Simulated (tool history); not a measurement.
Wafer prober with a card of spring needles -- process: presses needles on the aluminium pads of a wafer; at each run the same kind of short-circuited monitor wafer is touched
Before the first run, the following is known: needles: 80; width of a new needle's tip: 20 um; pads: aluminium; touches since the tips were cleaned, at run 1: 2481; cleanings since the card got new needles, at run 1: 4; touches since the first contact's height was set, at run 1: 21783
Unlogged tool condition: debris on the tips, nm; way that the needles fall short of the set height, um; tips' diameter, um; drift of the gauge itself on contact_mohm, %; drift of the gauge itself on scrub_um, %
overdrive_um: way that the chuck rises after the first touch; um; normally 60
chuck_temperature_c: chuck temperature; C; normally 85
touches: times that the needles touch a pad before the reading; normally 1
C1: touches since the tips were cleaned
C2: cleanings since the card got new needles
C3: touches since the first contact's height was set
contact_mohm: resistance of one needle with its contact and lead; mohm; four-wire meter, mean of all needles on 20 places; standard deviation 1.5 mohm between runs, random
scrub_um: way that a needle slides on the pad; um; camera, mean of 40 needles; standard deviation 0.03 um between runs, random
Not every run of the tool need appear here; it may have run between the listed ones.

run 1 hour=0.0 | overdrive_um=60 chuck_temperature_c=85 touches=1 | C1=2481 C2=4 C3=21783 | contact_mohm=146 scrub_um=14.52
run 2 hour=7.4 | overdrive_um=60 chuck_temperature_c=85 touches=1 | C1=3875 C2=4 C3=23177 | contact_mohm=146 scrub_um=14.60
-- hour=9.5 tips cleaned on abrasive film
run 3 hour=12.9 | overdrive_um=60 chuck_temperature_c=85 touches=1 | C1=631 C2=5 C3=24181 | contact_mohm=146 scrub_um=14.63
run 4 hour=21.6 | overdrive_um=60 chuck_temperature_c=85 touches=1 | C1=2254 C2=5 C3=25804 | contact_mohm=148 scrub_um=14.62
run 5 hour=30.0 | overdrive_um=60 chuck_temperature_c=85 touches=1 | C1=3831 C2=5 C3=27381 | contact_mohm=146 scrub_um=14.63
-- hour=32.4 tips cleaned on abrasive film
run 6 hour=36.4 | overdrive_um=60 chuck_temperature_c=46 touches=1 | C1=751 C2=6 C3=28557 | contact_mohm=141 scrub_um=14.68
run 7 hour=40.8 | overdrive_um=60 chuck_temperature_c=46 touches=1 | C1=1576 C2=6 C3=29382 | contact_mohm=140 scrub_um=14.70
run 8 hour=49.5 | overdrive_um=60 chuck_temperature_c=46 touches=1 | C1=3215 C2=6 C3=31021 | contact_mohm=140 scrub_um=14.66
-- hour=55.2 tips cleaned on abrasive film
run 9 hour=56.9 | overdrive_um=60 chuck_temperature_c=46 touches=1 | C1=318 C2=7 C3=32382 | contact_mohm=141 scrub_um=14.63
run 10 hour=63.6 | overdrive_um=60 chuck_temperature_c=46 touches=1 | C1=1572 C2=7 C3=33636 | contact_mohm=140 scrub_um=14.69
run 11 hour=72.6 | overdrive_um=60 chuck_temperature_c=85 touches=1 | C1=3268 C2=7 C3=35332 | contact_mohm=148 scrub_um=14.66
-- hour=78.3 tips cleaned on abrasive film
run 12 hour=81.3 | overdrive_um=60 chuck_temperature_c=85 touches=1 | C1=560 C2=8 C3=36935 | contact_mohm=147 scrub_um=14.72
run 13 hour=90.2 | overdrive_um=60 chuck_temperature_c=85 touches=1 | C1=2230 C2=8 C3=38605 | contact_mohm=145 scrub_um=14.77
run 14 hour=95.8 | overdrive_um=60 chuck_temperature_c=85 touches=1 | C1=3284 C2=8 C3=39659 | contact_mohm=146 scrub_um=14.74
-- hour=101.4 tips cleaned on abrasive film
run 15 hour=105.0 | overdrive_um=60 chuck_temperature_c=85 touches=1 | C1=678 C2=9 C3=41356 | contact_mohm=149 scrub_um=14.72
run 16 hour=112.1 | overdrive_um=60 chuck_temperature_c=85 touches=1 | C1=2006 C2=9 C3=42684 | contact_mohm=148 scrub_um=14.74
run 17 hour=117.4 | overdrive_um=60 chuck_temperature_c=85 touches=1 | C1=3007 C2=9 C3=43685 | contact_mohm=146 scrub_um=14.73
run 18 hour=122.8 | overdrive_um=53 chuck_temperature_c=47 touches=1 | C1=4014 C2=9 C3=44692 | contact_mohm=146 scrub_um=13.07
-- hour=124.3 tips cleaned on abrasive film
run 19 hour=128.4 | overdrive_um=53 chuck_temperature_c=47 touches=1 | C1=762 C2=10 C3=45719 | contact_mohm=141 scrub_um=13.04
run 20 hour=133.1 | overdrive_um=53 chuck_temperature_c=47 touches=1 | C1=1648 C2=10 C3=46605 | contact_mohm=142 scrub_um=13.03
run 21 hour=141.7 | overdrive_um=48 chuck_temperature_c=83 touches=2 | C1=3261 C2=10 C3=48218 | contact_mohm=153 scrub_um=11.79
-- hour=147.2 tips cleaned on abrasive film
run 22 hour=147.8 | overdrive_um=60 chuck_temperature_c=97 touches=1 | C1=108 C2=11 C3=49326 | contact_mohm=148 scrub_um=14.76
run 23 hour=154.8 | overdrive_um=60 chuck_temperature_c=97 touches=1 | C1=1428 C2=11 C3=50646 | contact_mohm=149 scrub_um=14.74
run 24 hour=160.6 | overdrive_um=60 chuck_temperature_c=96 touches=1 | C1=2505 C2=11 C3=51723 | contact_mohm=151 scrub_um=14.78
run 25 hour=166.6 | overdrive_um=60 chuck_temperature_c=38 touches=1 | C1=3631 C2=11 C3=52849 | contact_mohm=140 scrub_um=14.79
-- hour=170.3 tips cleaned on abrasive film
run 26 hour=173.7 | overdrive_um=76 chuck_temperature_c=71 touches=2 | C1=647 C2=12 C3=54171 | contact_mohm=143 scrub_um=18.72
run 27 hour=182.7 | overdrive_um=60 chuck_temperature_c=32 touches=2 | C1=2336 C2=12 C3=55860 | contact_mohm=139 scrub_um=14.77
run 28 hour=188.7 | overdrive_um=60 chuck_temperature_c=32 touches=2 | C1=3461 C2=12 C3=56985 | contact_mohm=138 scrub_um=14.81
-- hour=193.3 tips cleaned on abrasive film
run 29 hour=196.0 | overdrive_um=56 chuck_temperature_c=28 touches=1 | C1=508 C2=13 C3=58323 | contact_mohm=139 scrub_um=13.84
run 30 hour=204.0 | overdrive_um=56 chuck_temperature_c=28 touches=1 | C1=2004 C2=13 C3=59819 | contact_mohm=138 scrub_um=13.78
-- hour=207.0 gauge calibrated
run 31 hour=210.5 | overdrive_um=56 chuck_temperature_c=28 touches=1 | C1=3225 C2=13 C3=61040 | contact_mohm=138 scrub_um=13.63
-- hour=216.5 tips cleaned on abrasive film
run 32 hour=218.8 | overdrive_um=67 chuck_temperature_c=28 touches=3 | C1=432 C2=14 C3=62585 | contact_mohm=136 scrub_um=16.30
run 33 hour=225.3 | overdrive_um=42 chuck_temperature_c=39 touches=1 | C1=1642 C2=14 C3=63795 | contact_mohm=148 scrub_um=10.27
run 34 hour=233.7 | overdrive_um=46 chuck_temperature_c=103 touches=2 | C1=3212 C2=14 C3=65365 | contact_mohm=158 scrub_um=11.19

4 options for the next run, each taken on its own from the tool as it stands now. Forecast them:
-- hour=239.6 tips cleaned on abrasive film
run A hour=240.5 | overdrive_um=80 chuck_temperature_c=26 touches=2 | C1=170 C2=15 C3=66621 | contact_mohm=? scrub_um=?
-- hour=239.6 tips cleaned on abrasive film
run B hour=240.5 | overdrive_um=70 chuck_temperature_c=34 touches=2 | C1=170 C2=15 C3=66621 | contact_mohm=? scrub_um=?
-- hour=239.6 tips cleaned on abrasive film
run C hour=240.5 | overdrive_um=50 chuck_temperature_c=103 touches=1 | C1=170 C2=15 C3=66621 | contact_mohm=? scrub_um=?
-- hour=239.6 tips cleaned on abrasive film
run D hour=240.5 | overdrive_um=58 chuck_temperature_c=55 touches=2 | C1=170 C2=15 C3=66621 | contact_mohm=? scrub_um=?

run=A contact_mohm=131 scrub_um=19.55
run=B contact_mohm=135 scrub_um=17.08
run=C contact_mohm=158 scrub_um=12.16
run=D contact_mohm=143 scrub_um=14.15
Had the tool no hidden state, the same runs would have come out as:
run=A contact_mohm=131 scrub_um=19.51
run=B contact_mohm=135 scrub_um=17.04
run=C contact_mohm=158 scrub_um=12.13
run=D contact_mohm=143 scrub_um=14.12

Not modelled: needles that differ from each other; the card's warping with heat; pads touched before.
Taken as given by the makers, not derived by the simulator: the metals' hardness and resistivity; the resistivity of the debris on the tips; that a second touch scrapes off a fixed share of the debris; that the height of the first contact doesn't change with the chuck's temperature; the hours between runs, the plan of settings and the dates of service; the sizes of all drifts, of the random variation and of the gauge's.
